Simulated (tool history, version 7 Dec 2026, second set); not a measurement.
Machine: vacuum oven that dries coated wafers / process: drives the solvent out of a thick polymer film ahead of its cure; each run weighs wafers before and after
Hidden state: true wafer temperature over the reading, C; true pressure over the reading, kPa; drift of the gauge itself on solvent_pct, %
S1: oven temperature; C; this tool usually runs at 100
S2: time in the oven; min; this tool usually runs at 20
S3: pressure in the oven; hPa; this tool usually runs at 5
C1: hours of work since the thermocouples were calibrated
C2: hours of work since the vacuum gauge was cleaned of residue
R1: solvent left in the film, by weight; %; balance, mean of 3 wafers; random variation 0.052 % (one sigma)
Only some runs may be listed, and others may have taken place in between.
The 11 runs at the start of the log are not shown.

run    hour   S1  S2    S3    C1    C2    R1
 12   745.1  100  20  6.64   550  1651  2.35
 13   819.2  100  20  6.64   602  1703  2.36
 14     866  100  20  6.64   634  1736  2.27
 15   908.6  100  20     5   664  1765  2.12
 16   954.6  100  20     5   696  1797  2.19
 17  1002.9  100  20     5   730  1831  2.18
 18  1066.5  112  15     5   775  1876  1.47
 19  1118.3  100  28     5   811  1912   1.7
 20  1177.1  110  20  8.73   852  1953   1.5
 21  1223.8  113  28  7.95   885  1986   1.2
 22  1263.9   98  31  3.62   913  2014  1.67
 23  1326.5   98  31  3.62   956  2058   1.5
 24  1367.6   98  11  3.62   985  2086  4.88
 25  1427.6   98  11  3.62  1027  2128  4.91
 26  1514.7   98  11  3.62  1088  2189  4.91
     1555.3  -- vacuum gauge cleaned of residue and calibrated
 27  1587.1  114  20     5  1138    22  0.49
 28  1678.7  111  20  8.89  1202    86  0.96
 29  1727.9  113  20  2.59  1236   121   0.3
 30  1823.4  101  20     5  1303   187  1.32
 31  1906.9  104  16  3.22  1361   246  1.44
 32  1964.4  104  16  3.22  1401   286  1.44

Alternative continuations, all from the tool just after run 32; predict every row:
  A  2010.1  100  20   4.38  1433  318   ?
  B  2010.1  109  33  13.96  1433  318   ?
  C  2010.1  104  20   3.22  1433  318   ?

run    R1
  A  1.32
  B  1.35
  C  0.82
With the hidden condition removed and each run's random variation left untouched, the same runs would have given:
run    R1
  A  1.57
  B   1.4
  C  0.96
